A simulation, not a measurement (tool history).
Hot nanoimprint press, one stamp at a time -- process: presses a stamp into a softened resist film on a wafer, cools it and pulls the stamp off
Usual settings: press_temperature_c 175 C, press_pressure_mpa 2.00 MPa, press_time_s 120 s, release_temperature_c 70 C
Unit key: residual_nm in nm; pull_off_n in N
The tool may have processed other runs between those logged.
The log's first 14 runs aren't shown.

run 15 hour=358.9 | press_temperature_c=175 press_pressure_mpa=2.00 press_time_s=120 release_temperature_c=70 | residual_nm=111.3 pull_off_n=205
run 16 hour=386.3 | press_temperature_c=167 press_pressure_mpa=2.38 press_time_s=88 release_temperature_c=70 | residual_nm=158.2 pull_off_n=207
run 17 hour=407.7 | press_temperature_c=170 press_pressure_mpa=2.04 press_time_s=124 release_temperature_c=77 | residual_nm=134.8 pull_off_n=165
run 18 hour=442.6 | press_temperature_c=175 press_pressure_mpa=2.00 press_time_s=120 release_temperature_c=68 | residual_nm=111.4 pull_off_n=231
run 19 hour=468.2 | press_temperature_c=175 press_pressure_mpa=2.00 press_time_s=120 release_temperature_c=68 | residual_nm=111.0 pull_off_n=223
-- hour=484.4 plate thermocouple calibrated, once more
run 20 hour=497.4 | press_temperature_c=175 press_pressure_mpa=2.00 press_time_s=81 release_temperature_c=74 | residual_nm=121.6 pull_off_n=191
run 21 hour=530.6 | press_temperature_c=175 press_pressure_mpa=2.00 press_time_s=81 release_temperature_c=74 | residual_nm=121.6 pull_off_n=190
-- hour=558.0 press's hydraulic seals changed and the load cell set to zero
run 22 hour=568.3 | press_temperature_c=165 press_pressure_mpa=2.00 press_time_s=81 release_temperature_c=74 | residual_nm=177.2 pull_off_n=194

Estimate the outcome of run 23 from the log above:
run 23 hour=588.8 | press_temperature_c=165 press_pressure_mpa=2.51 press_time_s=81 release_temperature_c=74 | residual_nm=? pull_off_n=?

{"run 23": {"residual_nm": 162.8, "pull_off_n": 199}}
Take away the tool's hidden state, keep the run-to-run variation as it was, and the same run would have given residual_nm 161.5 nm, pull_off_n 160 N.
